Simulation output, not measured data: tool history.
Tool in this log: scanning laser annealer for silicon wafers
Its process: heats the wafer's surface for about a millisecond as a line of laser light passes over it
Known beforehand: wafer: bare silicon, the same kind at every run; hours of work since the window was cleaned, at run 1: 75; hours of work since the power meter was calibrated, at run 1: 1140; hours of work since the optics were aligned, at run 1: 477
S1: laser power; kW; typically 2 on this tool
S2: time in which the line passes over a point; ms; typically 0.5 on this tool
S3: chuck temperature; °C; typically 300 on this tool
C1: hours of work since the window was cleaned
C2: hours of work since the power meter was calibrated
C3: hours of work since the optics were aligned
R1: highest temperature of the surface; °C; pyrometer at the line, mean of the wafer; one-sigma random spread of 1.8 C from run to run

run     day     S1     S2   S3   C1    C2   C3    R1
  1       0      2    0.5  300   75  1140  477  1026
  2   1.996      2  0.553  300   99  1164  501  1061
  3   3.317      2  0.553  300  114  1179  516  1066
  4   5.012  2.041  0.553  300  134  1199  536  1083
  5   7.438      2   0.38  300  163  1228  565   935
  6   9.542      2   0.38  300  188  1253  590   932
  7  10.833      2   0.38  300  203  1268  605   932
  8  12.667      2   0.38  300  225  1290  627   927
  9  14.642      2   0.38  300  248  1313  650   929
 10  16.858      2   0.38  300  274  1339  676   928
 11  18.833  2.057    0.5  282  297  1363  699  1024
 12  21.325  2.005    0.5  291  327  1392  729  1008
 13  24.075  2.005  0.486  291  359  1424  761   994
 14  25.908  2.005  0.486  291  381  1446  783   994
 15  28.971  1.719  0.353  272  417  1482  819   763
 16  31.038  2.093  0.575  312  441  1507  843  1114
 17  32.404  2.093  0.575  312  458  1523  860  1113
 18  35.504  2.093  0.601  327  494  1559  896  1138

Run 19 has not been measured yet. What should we expect?
 19  38.546  2.195  0.5  322  530  1595  932   ?

R1: 1114 °C
Minus the tool's unlogged condition, the same run would have read R1 1174 °C.
